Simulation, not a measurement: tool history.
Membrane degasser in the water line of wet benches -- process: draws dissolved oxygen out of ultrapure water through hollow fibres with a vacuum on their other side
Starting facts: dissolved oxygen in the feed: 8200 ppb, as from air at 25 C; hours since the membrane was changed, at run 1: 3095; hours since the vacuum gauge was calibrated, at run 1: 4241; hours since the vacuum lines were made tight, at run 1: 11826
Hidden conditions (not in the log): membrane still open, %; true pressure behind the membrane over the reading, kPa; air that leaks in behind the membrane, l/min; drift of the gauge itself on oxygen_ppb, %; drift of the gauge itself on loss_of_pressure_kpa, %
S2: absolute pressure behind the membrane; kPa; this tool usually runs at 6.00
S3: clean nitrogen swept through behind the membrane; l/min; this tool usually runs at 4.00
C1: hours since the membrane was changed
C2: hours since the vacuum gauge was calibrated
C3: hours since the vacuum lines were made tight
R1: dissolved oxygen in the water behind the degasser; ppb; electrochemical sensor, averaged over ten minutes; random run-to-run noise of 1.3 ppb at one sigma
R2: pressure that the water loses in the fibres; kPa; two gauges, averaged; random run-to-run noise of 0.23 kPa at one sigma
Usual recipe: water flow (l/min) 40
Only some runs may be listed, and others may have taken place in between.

{"run": 1, "hour": 0.0, "water flow (l/min)": 40, "S2": 6.0, "S3": 4.0, "C1": 3095, "C2": 4241, "C3": 11826, "R1": 128.1, "R2": 56.19}
{"run": 2, "hour": 161.7, "water flow (l/min)": 40, "S2": 6.0, "S3": 4.0, "C1": 3256, "C2": 4403, "C3": 11988, "R1": 129.6, "R2": 56.47}
{"run": 3, "hour": 266.1, "water flow (l/min)": 40, "S2": 6.0, "S3": 4.0, "C1": 3361, "C2": 4507, "C3": 12092, "R1": 129.2, "R2": 56.48}
{"run": 4, "hour": 394.1, "water flow (l/min)": 40, "S2": 6.52, "S3": 4.0, "C1": 3489, "C2": 4635, "C3": 12220, "R1": 138.4, "R2": 56.66}
{"run": 5, "hour": 515.0, "water flow (l/min)": 40, "S2": 6.52, "S3": 4.0, "C1": 3610, "C2": 4756, "C3": 12341, "R1": 138.8, "R2": 56.25}
{"run": 6, "hour": 638.9, "water flow (l/min)": 40, "S2": 6.52, "S3": 4.0, "C1": 3734, "C2": 4880, "C3": 12465, "R1": 142.4, "R2": 56.95}
{"run": 7, "hour": 748.7, "water flow (l/min)": 56, "S2": 6.52, "S3": 3.33, "C1": 3844, "C2": 4990, "C3": 12575, "R1": 255.4, "R2": 79.2}
{"run": 8, "hour": 916.4, "water flow (l/min)": 56, "S2": 7.88, "S3": 3.33, "C1": 4011, "C2": 5158, "C3": 12742, "R1": 311.4, "R2": 79.77}
{"run": 9, "hour": 1037.8, "water flow (l/min)": 56, "S2": 7.88, "S3": 3.33, "C1": 4133, "C2": 5279, "C3": 12864, "R1": 310.7, "R2": 79.17}
{"run": 10, "hour": 1116.0, "water flow (l/min)": 56, "S2": 7.88, "S3": 3.33, "C1": 4211, "C2": 5357, "C3": 12942, "R1": 308.0, "R2": 79.38}

Predict the results of run 11:
{"run": 11, "hour": 1222.9, "water flow (l/min)": 40, "S2": 6.0, "S3": 5.0, "C1": 4318, "C2": 5464, "C3": 13049, "R1": "?", "R2": "?"}

Run 11 produced R1 116.7 ppb, R2 56.76 kPa.
Were there no unlogged condition in the tool, this run, its random variation unchanged, would have produced R1 116.5 ppb, R2 56.27 kPa.
